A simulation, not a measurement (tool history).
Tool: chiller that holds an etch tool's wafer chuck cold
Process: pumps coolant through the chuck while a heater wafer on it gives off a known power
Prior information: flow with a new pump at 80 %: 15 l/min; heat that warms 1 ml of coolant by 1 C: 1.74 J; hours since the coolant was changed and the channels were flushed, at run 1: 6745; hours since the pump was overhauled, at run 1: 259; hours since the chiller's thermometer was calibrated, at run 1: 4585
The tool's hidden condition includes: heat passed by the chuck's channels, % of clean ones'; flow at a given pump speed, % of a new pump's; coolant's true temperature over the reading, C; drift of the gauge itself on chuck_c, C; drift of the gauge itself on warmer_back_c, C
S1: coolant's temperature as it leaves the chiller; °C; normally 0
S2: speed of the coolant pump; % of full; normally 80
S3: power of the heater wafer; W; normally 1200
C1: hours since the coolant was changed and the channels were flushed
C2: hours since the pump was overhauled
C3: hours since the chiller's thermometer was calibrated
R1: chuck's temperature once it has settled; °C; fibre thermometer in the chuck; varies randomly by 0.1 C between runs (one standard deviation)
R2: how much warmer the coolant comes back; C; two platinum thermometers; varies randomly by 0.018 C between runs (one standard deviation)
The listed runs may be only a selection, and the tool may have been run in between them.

run	day	S1	S2	S3	C1	C2	C3	R1	R2
1	0.000	0	80	1200	6745	259	4585	8.9	2.75
2	1.204	0	80	1200	6774	288	4613	8.7	2.76
3	2.142	0	80	1200	6796	311	4636	8.9	2.74
4	2.817	0	80	1200	6812	327	4652	9.0	2.73
5	3.604	0	80	1200	6831	346	4671	9.0	2.76
6	4.475	0	80	1200	6852	367	4692	9.1	2.77
7	5.596	0	70	1200	6879	394	4719	9.9	3.13
8	6.633	0	70	1200	6904	419	4744	9.6	3.14
9	7.246	0	80	1332	6919	433	4758	10.0	3.08
10	7.983	0	80	1200	6936	451	4776	9.1	2.80
11	8.904	0	98	1200	6959	473	4798	8.0	2.26
12	10.042	0	98	1200	6986	500	4826	8.1	2.26
13	10.888	-1	80	1200	7006	521	4846	8.0	2.79
14	12.012	-1	80	1200	7033	548	4873	8.2	2.75
15	13.246	0	80	1196	7063	577	4903	8.8	2.80
16	14.271	0	80	1200	7087	602	4927	9.0	2.75
17	15.004	0	80	1200	7105	620	4945	9.1	2.75
18	15.712	0	80	1200	7122	636	4962	9.1	2.79
19	16.654	0	80	1200	7145	659	4984	9.0	2.74
20	17.417	6	66	1200	7163	677	5003	16.2	3.32
21	17.942	10	74	1374	7175	690	5015	20.9	3.40
22	18.475	10	74	1374	7188	703	5028	20.9	3.43
23	19.379	-8	74	634	7210	724	5050	-3.0	1.62
# day 20.279: chiller's thermometer calibrated
24	20.417	6	74	634	7234	748	3	10.8	1.57
25	21.275	6	74	634	7254	769	24	11.0	1.55
26	22.467	6	74	634	7283	798	53	10.9	1.55
27	23.550	6	74	634	7309	824	79	10.7	1.58
28	24.512	6	97	1082	7332	847	102	13.1	2.06
29	25.100	0	89	650	7346	861	116	4.5	1.34
30	25.696	0	89	650	7361	875	130	4.5	1.34
31	26.554	10	60	669	7381	896	151	15.9	2.02
32	27.717	-1	65	1200	7409	924	179	9.0	3.38
33	28.788	-7	80	1200	7435	949	204	1.8	2.80

Here are 3 independent what-if runs from the current tool condition. What would each one return?
A	29.933	-9	80	1045	7462	977	232	?	?
B	29.933	-8	80	1200	7462	977	232	?	?
C	29.933	7	81	735	7462	977	232	?	?

run	R1	R2
A	-1.3	2.44
B	0.7	2.77
C	12.4	1.68
With the hidden condition removed and each run's random variation left untouched, the same runs would have given:
run	R1	R2
A	-2.6	2.42
B	-0.7	2.75
C	11.5	1.67
